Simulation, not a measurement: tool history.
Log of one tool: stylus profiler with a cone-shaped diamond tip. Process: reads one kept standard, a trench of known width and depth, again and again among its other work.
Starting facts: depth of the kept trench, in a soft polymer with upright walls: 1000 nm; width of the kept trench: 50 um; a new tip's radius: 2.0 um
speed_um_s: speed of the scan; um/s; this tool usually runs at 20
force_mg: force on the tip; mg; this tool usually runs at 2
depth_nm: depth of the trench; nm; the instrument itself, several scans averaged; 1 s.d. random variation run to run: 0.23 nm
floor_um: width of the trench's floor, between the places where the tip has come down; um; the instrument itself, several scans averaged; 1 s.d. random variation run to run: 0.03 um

run,hour,speed_um_s,force_mg,depth_nm,floor_um
1,0,20,2,1008.73,44.2
2,26.9,20,2,1009.43,44.24
3,58.4,20,1.62,1007.31,44.17
4,84.9,20,1.62,1006.91,44.08
5,120.1,20,1.62,1007.29,44.12
6,158.3,20,1.62,1007.21,44.02
# hour 175: new tip fitted, height scale calibrated
7,190.3,20,1.62,1010.29,46.45
8,210.7,20,1.62,1009.8,46.33
9,247.2,20,1.62,1009.73,46.22
10,277.8,20,1.62,1009.58,46.24
11,309.9,20,1.62,1009.64,46.17
12,346.6,20,1.62,1009.65,46.07
13,378.6,20,1.62,1009.86,46.06
14,412,20,3.95,1017.32,46
15,449.9,20,3.95,1017.46,45.95
16,490.3,20,2.09,1011.51,45.84
17,530.1,46,1.2,1007.62,45.62
18,563.7,46,1.2,1007.44,45.62
19,593.4,11,2.82,1013.97,45.7
20,627.4,75,2.14,1011.27,45.46
21,649.2,13,1.58,1008.87,45.56
22,680.9,13,1.58,1008.93,45.59
23,710.4,12,4.3,1018.15,45.5
24,738.6,7,4.37,1018.14,45.49
25,767.8,75,1.29,1007.35,45.2
26,795.4,52,0.71,1004.6,45.18
27,826.6,14,0.95,1005.69,45.28
28,860.3,14,5.07,1020.09,45.29
29,894.3,6,0.71,1004.28,45.15

Results for each run, recomputed without the tool's hidden state and with each run's random variation untouched:
Hidden state present: radius of the tip, um; height scale over the true one, %; drift of the gauge itself on depth_nm, %; drift of the gauge itself on floor_um, %.
run,depth_nm,floor_um
1,1011.1,46.47
2,1011.84,46.54
3,1009.77,46.5
4,1009.41,46.45
5,1009.86,46.53
6,1009.84,46.48
7,1010.25,46.55
8,1009.8,46.47
9,1009.8,46.43
10,1009.7,46.5
11,1009.81,46.49
12,1009.88,46.47
13,1010.13,46.52
14,1017.66,46.52
15,1017.86,46.53
16,1011.97,46.5
17,1008.15,46.34
18,1008.02,46.4
19,1014.6,46.53
20,1011.97,46.34
21,1009.6,46.47
22,1009.71,46.55
23,1018.99,46.5
24,1019.03,46.54
25,1008.29,46.29
26,1005.58,46.32
27,1006.72,46.47
28,1021.2,46.53
29,1005.42,46.44
